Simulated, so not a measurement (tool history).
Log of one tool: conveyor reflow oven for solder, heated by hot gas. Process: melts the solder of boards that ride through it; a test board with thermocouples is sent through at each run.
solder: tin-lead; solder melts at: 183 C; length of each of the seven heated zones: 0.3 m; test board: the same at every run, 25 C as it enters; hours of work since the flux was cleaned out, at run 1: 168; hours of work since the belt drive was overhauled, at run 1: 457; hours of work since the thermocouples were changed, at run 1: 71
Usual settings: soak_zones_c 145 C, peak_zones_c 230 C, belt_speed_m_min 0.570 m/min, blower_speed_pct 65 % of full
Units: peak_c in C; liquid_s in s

run	hour	soak_zones_c	peak_zones_c	belt_speed_m_min	blower_speed_pct	hours of work since the flux was cleaned out	hours of work since the belt drive was overhauled	hours of work since the thermocouples were changed	peak_c	liquid_s
1	0.0	145	230	0.570	65	168	457	71	211.7	45.1
2	8.4	145	230	0.570	65	172	460	74	211.8	45.0
3	20.2	145	230	0.570	89	177	465	79	216.7	49.6
4	28.8	145	230	0.570	89	180	468	83	216.5	49.8
5	43.0	134	230	0.570	89	186	474	88	214.9	45.4
6	56.0	145	230	0.570	65	191	479	94	210.9	45.1
7	68.5	145	230	0.570	65	196	485	99	210.9	44.9
8	77.1	145	230	0.570	65	200	488	102	211.2	44.9
9	87.0	145	230	0.570	65	204	492	106	211.4	45.0
10	98.3	145	230	0.470	65	209	497	111	216.9	60.9
11	107.6	145	230	0.470	83	212	501	115	219.7	64.1
# hour 113.9: flux residue cleaned out of gas plates and filters
12	121.2	145	230	0.470	83	3	504	118	218.9	63.1
13	135.0	145	230	0.470	83	9	510	124	218.5	63.0
# hour 143.6: flux residue cleaned out of gas plates and filters, once more
14	153.2	152	230	0.481	89	4	515	129	222.2	66.8
15	162.8	153	238	0.573	84	8	519	133	225.5	57.1
16	172.2	153	238	0.573	84	12	523	137	225.1	56.8
17	181.5	153	238	0.573	84	15	527	141	225.5	56.9
18	192.6	145	233	0.625	65	20	531	145	211.9	41.3
19	204.5	135	227	0.570	68	25	536	150	209.1	40.9
20	213.8	135	241	0.573	65	29	540	154	219.8	47.8
21	222.4	135	241	0.573	65	32	543	158	219.8	47.7
22	231.1	145	230	0.570	72	36	547	161	214.2	47.9
23	237.6	145	230	0.570	72	38	550	164	214.3	47.7
24	244.4	149	242	0.614	88	41	552	166	226.8	52.5
25	258.4	149	220	0.592	67	47	558	172	204.1	39.1
26	266.9	149	220	0.592	67	50	561	176	204.3	39.3

Measured less the same run without the tool's hidden state. The same run-to-run variation is in both; the gauge's scatter may not be:
The hidden state here: heat that the gas passes to the board, % of a clean oven's; belt's true speed, % of the reading; true gas temperature in zones 6 and 7 over the reading, C; drift of the gauge itself on peak_c, C; drift of the gauge itself on liquid_s, %.
run	peak_c	liquid_s
1	-1.4	-1.0
2	-1.5	-1.0
3	-1.7	-0.8
4	-1.8	-0.8
5	-1.9	-1.2
6	-1.7	-1.1
7	-1.7	-1.1
8	-1.8	-1.1
9	-1.8	-1.2
10	-1.6	-0.8
11	-1.7	-0.7
12	-2.8	-1.6
13	-2.8	-1.6
14	-0.4	+0.6
15	-0.3	+0.5
16	-0.4	+0.4
17	-0.4	+0.5
18	-0.4	+0.3
19	-0.4	+0.2
20	-0.5	+0.2
21	-0.5	+0.3
22	-0.6	+0.2
23	-0.5	+0.2
24	-0.7	+0.3
25	-0.7	-0.1
26	-0.7	-0.2

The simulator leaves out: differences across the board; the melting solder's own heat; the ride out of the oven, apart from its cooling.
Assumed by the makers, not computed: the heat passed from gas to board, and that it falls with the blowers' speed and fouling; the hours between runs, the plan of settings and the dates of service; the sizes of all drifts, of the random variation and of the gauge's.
